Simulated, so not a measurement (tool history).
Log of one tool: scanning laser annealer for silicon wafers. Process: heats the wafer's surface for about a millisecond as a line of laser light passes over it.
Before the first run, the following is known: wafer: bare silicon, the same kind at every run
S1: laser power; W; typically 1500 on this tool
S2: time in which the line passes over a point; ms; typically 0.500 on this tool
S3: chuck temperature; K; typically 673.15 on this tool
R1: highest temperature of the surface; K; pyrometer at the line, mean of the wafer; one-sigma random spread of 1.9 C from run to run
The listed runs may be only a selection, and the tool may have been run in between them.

Run 1, hour 0.0: usual settings. Result: R1 1474.15 K.
Run 2, hour 77.0: usual settings but S3 642.15 K. Result: R1 1435.15 K.
Run 3, hour 130.3: usual settings but S3 642.15 K. Result: R1 1432.15 K.
Run 4, hour 190.4: usual settings but S1 1282 W. Result: R1 1325.15 K.
At hour 213.9: optics aligned, line set to its width.
At hour 233.2: window over the wafer cleaned.
Run 5, hour 261.4: usual settings but S1 1282 W. Result: R1 1352.15 K.
Run 6, hour 322.7: usual settings but S3 641.15 K. Result: R1 1453.15 K.
Run 7, hour 400.3: usual settings but S3 699.15 K. Result: R1 1507.15 K.
At hour 446.1: optics aligned, line set to its width, once more.
Run 8, hour 482.9: usual settings but S3 699.15 K. Result: R1 1509.15 K.
Run 9, hour 538.9: usual settings but S3 699.15 K. Result: R1 1501.15 K.
Run 10, hour 573.8: usual settings but S3 699.15 K. Result: R1 1499.15 K.
Run 11, hour 627.6: usual settings but S3 699.15 K. Result: R1 1493.15 K.
Run 12, hour 689.1: usual settings but S1 1619 W. Result: R1 1534.15 K.
Run 13, hour 731.3: usual settings but S1 1283 W. Result: R1 1327.15 K.
At hour 745.7: window over the wafer cleaned.
Run 14, hour 795.1: usual settings but S2 0.464 ms. Result: R1 1472.15 K.
Run 15, hour 850.6: usual settings. Result: R1 1494.15 K.
Run 16, hour 920.4: usual settings but S1 1293 W. Result: R1 1359.15 K.
Run 17, hour 967.6: usual settings but S3 667.15 K. Result: R1 1477.15 K.
Run 18, hour 1030.6: usual settings but S3 667.15 K. Result: R1 1472.15 K.
Run 19, hour 1064.7: usual settings but S2 0.592 ms. Result: R1 1545.15 K.
Run 20, hour 1146.1: usual settings but S3 636.15 K. Result: R1 1423.15 K.
Run 21, hour 1185.5: usual settings but S3 636.15 K. Result: R1 1421.15 K.
Run 22, hour 1225.2: usual settings but S1 1642 W, S2 0.361 ms, S3 695.15 K. Result: R1 1427.15 K.

Expected results for the next run?
At hour 1255.5: window over the wafer cleaned.
Run 23, hour 1274.3: usual settings but S1 1642 W, S2 0.361 ms, S3 695.15 K. Result: R1 ?.

{"run 23": {"R1": 1470.15}}
Had the tool carried no hidden state, the very same run would have given R1 1480.15 K.
